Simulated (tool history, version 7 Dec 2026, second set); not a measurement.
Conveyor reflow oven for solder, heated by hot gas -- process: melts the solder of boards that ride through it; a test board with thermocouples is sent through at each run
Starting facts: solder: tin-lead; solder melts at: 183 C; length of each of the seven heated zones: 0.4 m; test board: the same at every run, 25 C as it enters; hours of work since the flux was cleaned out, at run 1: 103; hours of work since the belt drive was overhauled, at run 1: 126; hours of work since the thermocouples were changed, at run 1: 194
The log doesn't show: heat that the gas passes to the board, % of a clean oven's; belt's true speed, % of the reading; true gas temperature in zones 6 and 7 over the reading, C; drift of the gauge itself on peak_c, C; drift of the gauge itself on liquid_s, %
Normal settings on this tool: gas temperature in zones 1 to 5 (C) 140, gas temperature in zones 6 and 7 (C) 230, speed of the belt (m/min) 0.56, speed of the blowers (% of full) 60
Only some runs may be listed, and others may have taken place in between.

| run | hour | gas temperature in zones 1 to 5 (C) | gas temperature in zones 6 and 7 (C) | speed of the belt (m/min) | speed of the blowers (% of full) | hours of work since the flux was cleaned out | hours of work since the belt drive was overhauled | hours of work since the thermocouples were changed | highest temperature of the board (C) | time above the solder's melting point (s) |
|---|---|---|---|---|---|---|---|---|---|---|
| 1 | 0 | 140 | 230 | 0.56 | 60 | 103 | 126 | 194 | 205.3 | 49.5 |
| 2 | 5.9 | 140 | 238 | 0.56 | 60 | 106 | 129 | 197 | 210.9 | 57 |
| 3 | 10.7 | 140 | 230 | 0.56 | 60 | 109 | 131 | 199 | 205.4 | 49.6 |
| 4 | 16 | 140 | 230 | 0.56 | 60 | 111 | 134 | 202 | 205.3 | 49.5 |
| 5 | 20.7 | 140 | 230 | 0.56 | 60 | 114 | 136 | 204 | 204.8 | 49.2 |
| 6 | 28.5 | 140 | 230 | 0.635 | 60 | 118 | 140 | 208 | 199.7 | 35.5 |
| 7 | 32.6 | 136 | 230 | 0.56 | 60 | 120 | 142 | 210 | 204.5 | 46.8 |
| 8 | 41.1 | 136 | 230 | 0.56 | 60 | 124 | 147 | 215 | 205.3 | 46.1 |
| 9 | 46.7 | 136 | 241 | 0.56 | 51 | 127 | 150 | 218 | 208.1 | 50.1 |
| 10 | 52.9 | 136 | 241 | 0.56 | 51 | 130 | 153 | 221 | 207.6 | 49.2 |
| 11 | 61.5 | 136 | 241 | 0.476 | 75 | 134 | 157 | 225 | 225.2 | 81.7 |
| 12 | 65.6 | 130 | 229 | 0.476 | 76 | 137 | 159 | 227 | 214.6 | 68.8 |
| 13 | 74.3 | 130 | 229 | 0.476 | 76 | 141 | 164 | 232 | 213.8 | 68.4 |
| 14 | 80.2 | 130 | 229 | 0.554 | 76 | 144 | 167 | 235 | 209.1 | 52.9 |

Predict the results of run 15:
| 15 | 87.2 | 139 | 222 | 0.56 | 60 | 148 | 170 | 238 | ? | ? |

{"run 15": {"highest temperature of the board (C)": 199.2, "time above the solder's melting point (s)": 40}}
With no hidden state in the tool, this same run would have given highest temperature of the board (C) 199.2, time above the solder's melting point (s) 40.
